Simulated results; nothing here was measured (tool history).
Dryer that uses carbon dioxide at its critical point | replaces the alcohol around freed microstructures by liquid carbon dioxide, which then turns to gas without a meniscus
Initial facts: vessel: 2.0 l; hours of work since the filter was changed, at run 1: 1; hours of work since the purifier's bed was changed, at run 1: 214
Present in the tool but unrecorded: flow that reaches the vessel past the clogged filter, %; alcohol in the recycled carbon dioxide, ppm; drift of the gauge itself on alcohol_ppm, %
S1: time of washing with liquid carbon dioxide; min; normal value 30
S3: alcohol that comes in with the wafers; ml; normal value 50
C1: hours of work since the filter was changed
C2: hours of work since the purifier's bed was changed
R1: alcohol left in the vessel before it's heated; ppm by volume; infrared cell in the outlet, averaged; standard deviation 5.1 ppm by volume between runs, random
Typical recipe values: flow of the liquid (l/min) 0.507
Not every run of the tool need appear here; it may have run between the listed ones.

run 1 hour=0 | S1=30 flow_of_the_liquid_(l/min)=0.507 S3=50 | C1=1 C2=214 | R1=105
run 2 hour=7.4 | S1=30 flow_of_the_liquid_(l/min)=0.507 S3=50 | C1=6 C2=219 | R1=106
run 3 hour=16.8 | S1=30 flow_of_the_liquid_(l/min)=0.507 S3=50 | C1=13 C2=226 | R1=114
run 4 hour=29.3 | S1=30 flow_of_the_liquid_(l/min)=0.507 S3=27 | C1=22 C2=235 | R1=67
run 5 hour=39.7 | S1=30 flow_of_the_liquid_(l/min)=0.507 S3=74 | C1=30 C2=242 | R1=147
run 6 hour=51.1 | S1=30 flow_of_the_liquid_(l/min)=0.507 S3=22 | C1=38 C2=250 | R1=63
run 7 hour=63.9 | S1=30 flow_of_the_liquid_(l/min)=0.507 S3=22 | C1=47 C2=260 | R1=70
run 8 hour=78 | S1=30 flow_of_the_liquid_(l/min)=0.324 S3=50 | C1=57 C2=270 | R1=725
run 9 hour=86.6 | S1=30 flow_of_the_liquid_(l/min)=0.324 S3=50 | C1=63 C2=276 | R1=745
run 10 hour=100.8 | S1=20 flow_of_the_liquid_(l/min)=0.329 S3=110 | C1=74 C2=286 | R1=4934
run 11 hour=111.7 | S1=30 flow_of_the_liquid_(l/min)=0.564 S3=50 | C1=81 C2=294 | R1=90
run 12 hour=125.9 | S1=45 flow_of_the_liquid_(l/min)=0.423 S3=80 | C1=92 C2=304 | R1=84
run 13 hour=141.1 | S1=30 flow_of_the_liquid_(l/min)=0.646 S3=68 | C1=103 C2=315 | R1=77
run 14 hour=156.9 | S1=40 flow_of_the_liquid_(l/min)=0.413 S3=29 | C1=114 C2=326 | R1=82
run 15 hour=166 | S1=40 flow_of_the_liquid_(l/min)=0.413 S3=29 | C1=120 C2=333 | R1=84
run 16 hour=180.1 | S1=47 flow_of_the_liquid_(l/min)=0.713 S3=65 | C1=131 C2=343 | R1=39

3 ways to go on from here, each from the tool as it stands after run 16. What would each give?
run A hour=194.9 | S1=43 flow_of_the_liquid_(l/min)=0.603 S3=65 | C1=141 C2=354 | R1=?
run B hour=194.9 | S1=43 flow_of_the_liquid_(l/min)=0.713 S3=65 | C1=141 C2=354 | R1=?
run C hour=194.9 | S1=42 flow_of_the_liquid_(l/min)=0.618 S3=23 | C1=141 C2=354 | R1=?

run=A R1=52
run=B R1=41
run=C R1=42
Stripped of hidden state, with their random variation kept, the same runs would have yielded:
run=A R1=12
run=B R1=3
run=C R1=3
